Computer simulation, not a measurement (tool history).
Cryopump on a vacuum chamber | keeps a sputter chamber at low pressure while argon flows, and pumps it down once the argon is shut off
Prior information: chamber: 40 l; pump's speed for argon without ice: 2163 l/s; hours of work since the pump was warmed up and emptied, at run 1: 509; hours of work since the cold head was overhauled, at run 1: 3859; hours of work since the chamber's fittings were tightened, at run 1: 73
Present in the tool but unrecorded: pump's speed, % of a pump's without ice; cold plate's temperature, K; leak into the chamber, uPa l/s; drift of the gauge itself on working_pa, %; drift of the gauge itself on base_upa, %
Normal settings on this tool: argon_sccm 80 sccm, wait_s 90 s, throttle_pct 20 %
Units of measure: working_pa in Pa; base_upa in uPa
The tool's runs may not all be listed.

run,hour,argon_sccm,wait_s,throttle_pct,hours of work since the pump was warmed up and emptied,hours of work since the cold head was overhauled,hours of work since the chamber's fittings were tightened,working_pa,base_upa
1,0.0,80,90,20,509,3859,73,0.3269,1.00
2,100.9,80,90,20,598,3948,162,0.3262,1.05
3,173.2,80,90,20,662,4012,226,0.3268,1.12
4,277.3,80,90,20,754,4104,318,0.3295,1.24
5,322.0,80,90,20,793,4143,357,0.3313,1.31
6,422.1,80,90,20,882,4231,445,0.3339,1.39
7,484.7,80,90,20,937,4287,501,0.3345,1.48
8,564.8,80,90,20,1008,4357,571,0.3379,1.61
# hour 659.5: pump warmed up, emptied and cooled again
9,679.2,80,90,24,17,4454,668,0.2633,1.44
10,732.0,80,90,24,64,4500,714,0.2622,1.52
11,831.0,80,90,24,151,4588,802,0.2664,1.61
12,924.4,108,90,20,234,4670,884,0.4288,1.73
13,969.0,93,90,20,273,4710,924,0.3754,1.76
14,1018.5,93,90,20,317,4753,967,0.3730,1.79
15,1084.8,93,90,20,375,4812,1026,0.3749,1.92
16,1178.3,80,114,20,458,4894,1108,0.3258,1.85
17,1261.4,80,114,20,531,4968,1182,0.3278,1.96
18,1332.0,156,114,21,594,5030,1244,0.6147,2.01
19,1387.5,80,48,32,643,5079,1293,0.2112,2.92
20,1464.8,39,38,32,711,5147,1361,0.1041,3.44
21,1547.0,39,38,32,783,5220,1434,0.1051,3.47
22,1598.9,157,30,52,829,5266,1480,0.2783,4.08
23,1693.0,85,94,18,912,5349,1563,0.3927,2.65
24,1783.2,85,94,18,992,5428,1642,0.3951,2.85
25,1846.6,138,90,20,1048,5484,1698,0.5928,3.01
# hour 1898.0: pump warmed up, emptied and cooled again
26,1924.9,138,90,20,24,5549,1763,0.5468,2.37
27,2015.2,138,90,20,103,5629,1843,0.5442,2.52
28,2080.4,138,90,20,161,5686,1900,0.5479,2.51
# hour 2174.6: leaking fittings of the chamber tightened, without venting
29,2190.0,138,90,20,256,5781,14,0.5537,0.91
30,2238.2,51,90,37,299,5824,56,0.1131,0.97
31,2303.3,51,57,37,356,5881,114,0.1139,1.40
32,2360.3,51,57,37,406,5932,164,0.1132,1.50

What will run 33 give?
33,2441.9,84,293,20,478,6004,236,?,?

Run 33 yielded working_pa 0.3389 Pa, base_upa 0.64 uPa.
The same run, on a tool lacking any hidden state, would have yielded working_pa 0.3261 Pa, base_upa 0.38 uPa.

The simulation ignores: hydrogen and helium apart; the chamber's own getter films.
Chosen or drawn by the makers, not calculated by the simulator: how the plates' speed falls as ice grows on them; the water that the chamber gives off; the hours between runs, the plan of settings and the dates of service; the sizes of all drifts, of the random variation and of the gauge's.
